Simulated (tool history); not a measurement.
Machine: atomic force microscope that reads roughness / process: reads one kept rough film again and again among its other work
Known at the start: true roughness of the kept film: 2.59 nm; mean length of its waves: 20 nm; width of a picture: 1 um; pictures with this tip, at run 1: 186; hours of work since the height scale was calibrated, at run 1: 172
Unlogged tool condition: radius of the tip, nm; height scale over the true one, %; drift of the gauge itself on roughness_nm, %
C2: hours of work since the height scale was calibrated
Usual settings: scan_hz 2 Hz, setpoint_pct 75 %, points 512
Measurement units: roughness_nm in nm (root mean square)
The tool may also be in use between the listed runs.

{"run": 1, "day": 0.0, "scan_hz": 2, "setpoint_pct": 75, "points": 512, "pictures with this tip": 186, "C2": 172, "roughness_nm": 1.657}
{"run": 2, "day": 0.404, "scan_hz": 2, "setpoint_pct": 75, "points": 512, "pictures with this tip": 204, "C2": 180, "roughness_nm": 1.652}
{"run": 3, "day": 0.662, "scan_hz": 1.48, "setpoint_pct": 75, "points": 512, "pictures with this tip": 215, "C2": 185, "roughness_nm": 1.645}
{"run": 4, "day": 1.171, "scan_hz": 2.92, "setpoint_pct": 75, "points": 512, "pictures with this tip": 237, "C2": 195, "roughness_nm": 1.57}
{"run": 5, "day": 1.638, "scan_hz": 2.92, "setpoint_pct": 75, "points": 512, "pictures with this tip": 258, "C2": 203, "roughness_nm": 1.545}
{"run": 6, "day": 2.138, "scan_hz": 2, "setpoint_pct": 75, "points": 551, "pictures with this tip": 280, "C2": 213, "roughness_nm": 1.562}
{"run": 7, "day": 2.358, "scan_hz": 2, "setpoint_pct": 75, "points": 551, "pictures with this tip": 290, "C2": 217, "roughness_nm": 1.538}
{"run": 8, "day": 2.662, "scan_hz": 2, "setpoint_pct": 75, "points": 551, "pictures with this tip": 303, "C2": 223, "roughness_nm": 1.526}
{"run": 9, "day": 3.042, "scan_hz": 2, "setpoint_pct": 75, "points": 286, "pictures with this tip": 320, "C2": 230, "roughness_nm": 1.487}
{"day": 3.321, "done": "new tip fitted"}
{"run": 10, "day": 3.392, "scan_hz": 2, "setpoint_pct": 75, "points": 286, "pictures with this tip": 3, "C2": 236, "roughness_nm": 1.851}
{"run": 11, "day": 3.879, "scan_hz": 2, "setpoint_pct": 75, "points": 286, "pictures with this tip": 24, "C2": 246, "roughness_nm": 1.833}
{"run": 12, "day": 4.375, "scan_hz": 2, "setpoint_pct": 75, "points": 512, "pictures with this tip": 46, "C2": 255, "roughness_nm": 1.84}
{"run": 13, "day": 4.875, "scan_hz": 2, "setpoint_pct": 75, "points": 512, "pictures with this tip": 68, "C2": 264, "roughness_nm": 1.801}
{"run": 14, "day": 5.367, "scan_hz": 2, "setpoint_pct": 75, "points": 512, "pictures with this tip": 90, "C2": 274, "roughness_nm": 1.763}
{"run": 15, "day": 5.708, "scan_hz": 2, "setpoint_pct": 75, "points": 512, "pictures with this tip": 105, "C2": 280, "roughness_nm": 1.746}
{"run": 16, "day": 6.192, "scan_hz": 2, "setpoint_pct": 75, "points": 512, "pictures with this tip": 126, "C2": 289, "roughness_nm": 1.727}
{"run": 17, "day": 6.45, "scan_hz": 2, "setpoint_pct": 75, "points": 492, "pictures with this tip": 138, "C2": 294, "roughness_nm": 1.694}
{"run": 18, "day": 6.938, "scan_hz": 2, "setpoint_pct": 75, "points": 360, "pictures with this tip": 159, "C2": 303, "roughness_nm": 1.671}
{"run": 19, "day": 7.317, "scan_hz": 0.96, "setpoint_pct": 75, "points": 360, "pictures with this tip": 176, "C2": 311, "roughness_nm": 1.685}
{"run": 20, "day": 7.612, "scan_hz": 2, "setpoint_pct": 75, "points": 512, "pictures with this tip": 189, "C2": 316, "roughness_nm": 1.638}
{"run": 21, "day": 7.938, "scan_hz": 2, "setpoint_pct": 75, "points": 512, "pictures with this tip": 204, "C2": 322, "roughness_nm": 1.644}
{"run": 22, "day": 8.183, "scan_hz": 2, "setpoint_pct": 75, "points": 338, "pictures with this tip": 215, "C2": 327, "roughness_nm": 1.59}
{"run": 23, "day": 8.675, "scan_hz": 2, "setpoint_pct": 75, "points": 338, "pictures with this tip": 236, "C2": 336, "roughness_nm": 1.559}
{"run": 24, "day": 9.004, "scan_hz": 2, "setpoint_pct": 63, "points": 369, "pictures with this tip": 251, "C2": 342, "roughness_nm": 1.583}
{"run": 25, "day": 9.383, "scan_hz": 2, "setpoint_pct": 63, "points": 369, "pictures with this tip": 268, "C2": 350, "roughness_nm": 1.574}
{"run": 26, "day": 9.592, "scan_hz": 2, "setpoint_pct": 63, "points": 369, "pictures with this tip": 277, "C2": 354, "roughness_nm": 1.546}
{"run": 27, "day": 9.862, "scan_hz": 1.38, "setpoint_pct": 59, "points": 369, "pictures with this tip": 289, "C2": 359, "roughness_nm": 1.558}
{"run": 28, "day": 10.112, "scan_hz": 1.38, "setpoint_pct": 59, "points": 681, "pictures with this tip": 300, "C2": 364, "roughness_nm": 1.554}
{"run": 29, "day": 10.35, "scan_hz": 1.27, "setpoint_pct": 61, "points": 347, "pictures with this tip": 310, "C2": 368, "roughness_nm": 1.534}
{"run": 30, "day": 10.592, "scan_hz": 1.7, "setpoint_pct": 77, "points": 317, "pictures with this tip": 321, "C2": 373, "roughness_nm": 1.476}
{"day": 10.862, "done": "new tip fitted"}
{"run": 31, "day": 10.888, "scan_hz": 2.74, "setpoint_pct": 72, "points": 547, "pictures with this tip": 1, "C2": 378, "roughness_nm": 1.937}
{"run": 32, "day": 11.183, "scan_hz": 0.77, "setpoint_pct": 85, "points": 512, "pictures with this tip": 14, "C2": 383, "roughness_nm": 1.943}
{"run": 33, "day": 11.604, "scan_hz": 0.69, "setpoint_pct": 85, "points": 562, "pictures with this tip": 33, "C2": 391, "roughness_nm": 1.925}
{"run": 34, "day": 11.925, "scan_hz": 0.69, "setpoint_pct": 85, "points": 562, "pictures with this tip": 47, "C2": 397, "roughness_nm": 1.897}
{"run": 35, "day": 12.312, "scan_hz": 1.55, "setpoint_pct": 79, "points": 637, "pictures with this tip": 64, "C2": 405, "roughness_nm": 1.846}
{"run": 36, "day": 12.629, "scan_hz": 0.61, "setpoint_pct": 62, "points": 808, "pictures with this tip": 78, "C2": 411, "roughness_nm": 1.895}
{"run": 37, "day": 12.992, "scan_hz": 1.78, "setpoint_pct": 70, "points": 327, "pictures with this tip": 94, "C2": 418, "roughness_nm": 1.798}
{"run": 38, "day": 13.454, "scan_hz": 1.78, "setpoint_pct": 83, "points": 714, "pictures with this tip": 115, "C2": 426, "roughness_nm": 1.743}
{"run": 39, "day": 13.8, "scan_hz": 3.52, "setpoint_pct": 56, "points": 261, "pictures with this tip": 130, "C2": 433, "roughness_nm": 1.718}
{"run": 40, "day": 14.079, "scan_hz": 3.52, "setpoint_pct": 73, "points": 261, "pictures with this tip": 142, "C2": 438, "roughness_nm": 1.652}
{"run": 41, "day": 14.488, "scan_hz": 1.65, "setpoint_pct": 75, "points": 512, "pictures with this tip": 160, "C2": 446, "roughness_nm": 1.726}
{"run": 42, "day": 14.812, "scan_hz": 1.65, "setpoint_pct": 61, "points": 564, "pictures with this tip": 175, "C2": 452, "roughness_nm": 1.724}
{"run": 43, "day": 15.096, "scan_hz": 0.98, "setpoint_pct": 63, "points": 564, "pictures with this tip": 187, "C2": 457, "roughness_nm": 1.741}
{"run": 44, "day": 15.608, "scan_hz": 2, "setpoint_pct": 72, "points": 512, "pictures with this tip": 210, "C2": 467, "roughness_nm": 1.648}
{"run": 45, "day": 16.112, "scan_hz": 0.89, "setpoint_pct": 55, "points": 815, "pictures with this tip": 232, "C2": 477, "roughness_nm": 1.658}
{"run": 46, "day": 16.583, "scan_hz": 0.89, "setpoint_pct": 62, "points": 815, "pictures with this tip": 253, "C2": 486, "roughness_nm": 1.637}

Predict each of these 5 candidate next runs independently; none follows another, all start after run 46:
{"run": "A", "day": 16.838, "scan_hz": 3.77, "setpoint_pct": 62, "points": 815, "pictures with this tip": 264, "C2": 490, "roughness_nm": "?"}
{"run": "B", "day": 16.838, "scan_hz": 0.89, "setpoint_pct": 62, "points": 549, "pictures with this tip": 264, "C2": 490, "roughness_nm": "?"}
{"run": "C", "day": 16.838, "scan_hz": 1.54, "setpoint_pct": 80, "points": 373, "pictures with this tip": 264, "C2": 490, "roughness_nm": "?"}
{"run": "D", "day": 16.838, "scan_hz": 2.11, "setpoint_pct": 59, "points": 503, "pictures with this tip": 264, "C2": 490, "roughness_nm": "?"}
{"run": "E", "day": 16.838, "scan_hz": 2, "setpoint_pct": 86, "points": 303, "pictures with this tip": 264, "C2": 490, "roughness_nm": "?"}

run=A roughness_nm=1.588
run=B roughness_nm=1.61
run=C roughness_nm=1.566
run=D roughness_nm=1.613
run=E roughness_nm=1.505
With no hidden state in the tool, these same runs would have given:
run=A roughness_nm=1.981
run=B roughness_nm=2.011
run=C roughness_nm=1.954
run=D roughness_nm=2.012
run=E roughness_nm=1.88

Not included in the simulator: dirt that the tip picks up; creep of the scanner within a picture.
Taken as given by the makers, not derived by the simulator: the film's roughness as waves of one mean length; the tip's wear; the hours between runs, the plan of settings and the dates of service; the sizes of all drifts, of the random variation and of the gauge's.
